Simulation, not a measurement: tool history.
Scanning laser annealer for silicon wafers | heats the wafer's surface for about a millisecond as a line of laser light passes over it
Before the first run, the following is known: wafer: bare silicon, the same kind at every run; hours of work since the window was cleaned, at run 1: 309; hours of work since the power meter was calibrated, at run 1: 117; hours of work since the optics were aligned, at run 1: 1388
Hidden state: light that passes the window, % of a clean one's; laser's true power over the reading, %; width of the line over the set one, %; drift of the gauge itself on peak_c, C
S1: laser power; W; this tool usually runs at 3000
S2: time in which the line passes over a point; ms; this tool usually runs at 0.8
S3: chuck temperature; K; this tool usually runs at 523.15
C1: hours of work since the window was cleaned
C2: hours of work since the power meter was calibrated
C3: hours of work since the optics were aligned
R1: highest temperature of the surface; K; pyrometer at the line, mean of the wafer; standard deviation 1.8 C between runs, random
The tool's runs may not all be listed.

run	hour	S1	S2	S3	C1	C2	C3	R1
1	0	3000	0.8	523.15	309	117	1388	1293.15
2	51.5	3015	0.8	523.15	342	150	1421	1300.15
3	121.1	3015	0.8	523.15	387	196	1467	1301.15
4	160.9	3000	0.574	523.15	413	222	1493	1186.15
5	211	3000	0.574	523.15	446	254	1525	1182.15
6	287.3	3000	0.8	516.15	496	304	1575	1284.15
7	342.7	3000	0.8	523.15	532	340	1611	1289.15
8	390.5	3000	0.8	535.15	563	371	1642	1302.15
9	432	3000	0.8	535.15	590	398	1669	1302.15
10	483.6	2789	0.612	525.15	624	432	1703	1155.15
11	521.9	3000	0.797	529.15	649	457	1728	1290.15
12	562.3	2719	0.75	493.15	675	483	1754	1169.15
13	630	3005	0.947	517.15	719	528	1798	1342.15
14	684.5	3005	0.947	517.15	755	563	1834	1337.15
# hour 694.9: optics aligned, line set to its width
15	729.7	3005	0.947	517.15	781	589	23	1345.15
# hour 736.1: window over the wafer cleaned
16	765.3	3005	0.742	547.15	19	611	45	1307.15
17	835.5	2834	0.993	523.15	65	657	90	1344.15

Alternative continuations, all from the tool just after run 17; predict every row:
A	911.7	2646	0.612	489.15	114	707	140	?
B	911.7	3000	0.942	548.15	114	707	140	?
C	911.7	2834	0.742	486.15	114	707	140	?
D	911.7	3000	0.562	542.15	114	707	140	?
E	911.7	2834	0.959	523.15	114	707	140	?

run	R1
A	1105.15
B	1391.15
C	1203.15
D	1205.15
E	1328.15
Had the tool no hidden state, the same runs would have come out as:
run	R1
A	1109.15
B	1397.15
C	1208.15
D	1210.15
E	1334.15

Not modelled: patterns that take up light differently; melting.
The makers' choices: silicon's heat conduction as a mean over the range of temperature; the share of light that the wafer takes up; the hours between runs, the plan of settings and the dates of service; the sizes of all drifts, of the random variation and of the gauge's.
